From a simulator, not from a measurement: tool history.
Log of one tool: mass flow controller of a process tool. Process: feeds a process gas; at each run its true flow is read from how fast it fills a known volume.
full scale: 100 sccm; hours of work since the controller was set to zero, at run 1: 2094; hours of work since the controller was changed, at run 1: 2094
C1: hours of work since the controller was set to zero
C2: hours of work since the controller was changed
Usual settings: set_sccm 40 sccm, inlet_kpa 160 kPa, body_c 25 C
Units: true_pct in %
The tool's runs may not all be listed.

Run 1, hour 0.0: usual settings; C1 2094; C2 2094. Result: true_pct 99.51 %.
Run 2, hour 75.2: usual settings; C1 2141; C2 2141. Result: true_pct 99.61 %.
Run 3, hour 161.6: usual settings; C1 2196; C2 2196. Result: true_pct 99.64 %.
Run 4, hour 207.0: usual settings but set_sccm 26 sccm; C1 2224; C2 2224. Result: true_pct 99.58 %.
Run 5, hour 264.7: usual settings but inlet_kpa 186 kPa; C1 2261; C2 2261. Result: true_pct 99.69 %.
Run 6, hour 322.9: usual settings but body_c 34 C; C1 2297; C2 2297. Result: true_pct 98.97 %.
Run 7, hour 377.9: usual settings but body_c 34 C; C1 2332; C2 2332. Result: true_pct 99.11 %.
Run 8, hour 420.1: usual settings but inlet_kpa 280 kPa; C1 2359; C2 2359. Result: true_pct 100.00 %.
Run 9, hour 506.1: usual settings but inlet_kpa 280 kPa; C1 2413; C2 2413. Result: true_pct 99.93 %.
Run 10, hour 573.2: usual settings but inlet_kpa 280 kPa; C1 2455; C2 2455. Result: true_pct 100.12 %.
Run 11, hour 630.9: usual settings but inlet_kpa 280 kPa; C1 2492; C2 2492. Result: true_pct 99.96 %.
Run 12, hour 681.2: usual settings but inlet_kpa 280 kPa; C1 2524; C2 2524. Result: true_pct 100.08 %.
Run 13, hour 766.1: usual settings but inlet_kpa 280 kPa; C1 2577; C2 2577. Result: true_pct 100.07 %.
Run 14, hour 842.7: usual settings but inlet_kpa 280 kPa; C1 2626; C2 2626. Result: true_pct 100.09 %.
Run 15, hour 879.4: usual settings but inlet_kpa 170 kPa, body_c 21 C; C1 2649; C2 2649. Result: true_pct 99.96 %.
Run 16, hour 923.8: usual settings but inlet_kpa 248 kPa, body_c 30 C; C1 2677; C2 2677. Result: true_pct 99.73 %.
Run 17, hour 992.9: usual settings but inlet_kpa 215 kPa; C1 2720; C2 2720. Result: true_pct 99.69 %.
Run 18, hour 1047.1: usual settings but set_sccm 76 sccm, inlet_kpa 215 kPa, body_c 33 C; C1 2755; C2 2755. Result: true_pct 99.60 %.
Run 19, hour 1110.1: usual settings but set_sccm 76 sccm, inlet_kpa 215 kPa, body_c 33 C; C1 2794; C2 2794. Result: true_pct 99.49 %.
Run 20, hour 1158.0: usual settings but set_sccm 49 sccm, inlet_kpa 216 kPa, body_c 28 C; C1 2825; C2 2825. Result: true_pct 99.63 %.
Run 21, hour 1239.1: usual settings but set_sccm 14 sccm, inlet_kpa 193 kPa, body_c 28 C; C1 2876; C2 2876. Result: true_pct 99.42 %.
Run 22, hour 1303.0: usual settings but set_sccm 48 sccm, body_c 21 C; C1 2916; C2 2916. Result: true_pct 99.88 %.
Run 23, hour 1346.0: usual settings but set_sccm 48 sccm, body_c 21 C; C1 2943; C2 2943. Result: true_pct 99.95 %.
Run 24, hour 1395.5: usual settings but set_sccm 48 sccm, body_c 21 C; C1 2974; C2 2974. Result: true_pct 99.90 %.
Run 25, hour 1458.4: usual settings but set_sccm 48 sccm, body_c 21 C; C1 3014; C2 3014. Result: true_pct 99.84 %.
Run 26, hour 1545.3: usual settings but set_sccm 15 sccm, inlet_kpa 255 kPa; C1 3069; C2 3069. Result: true_pct 99.73 %.
Run 27, hour 1604.0: usual settings but set_sccm 26 sccm, inlet_kpa 157 kPa; C1 3106; C2 3106. Result: true_pct 99.65 %.
Run 28, hour 1682.8: usual settings but set_sccm 26 sccm, inlet_kpa 157 kPa; C1 3156; C2 3156. Result: true_pct 99.57 %.

Forecast each of these 5 alternatives for the next run:
Run A, hour 1734.3: usual settings but set_sccm 90 sccm, inlet_kpa 210 kPa, body_c 39 C; C1 3188; C2 3188. Result: true_pct ?.
Run B, hour 1734.3: usual settings but set_sccm 26 sccm, inlet_kpa 230 kPa, body_c 36 C; C1 3188; C2 3188. Result: true_pct ?.
Run C, hour 1734.3: usual settings but set_sccm 12 sccm, inlet_kpa 223 kPa, body_c 35 C; C1 3188; C2 3188. Result: true_pct ?.
Run D, hour 1734.3: usual settings but set_sccm 86 sccm, inlet_kpa 201 kPa; C1 3188; C2 3188. Result: true_pct ?.
Run E, hour 1734.3: usual settings but set_sccm 56 sccm, inlet_kpa 177 kPa; C1 3188; C2 3188. Result: true_pct ?.

run  true_pct
  A     99.20
  B     99.15
  C     99.17
  D     99.98
  E     99.72
Without the tool's hidden state the same runs would have given:
run  true_pct
  A     99.20
  B     99.15
  C     99.15
  D     99.98
  E     99.72

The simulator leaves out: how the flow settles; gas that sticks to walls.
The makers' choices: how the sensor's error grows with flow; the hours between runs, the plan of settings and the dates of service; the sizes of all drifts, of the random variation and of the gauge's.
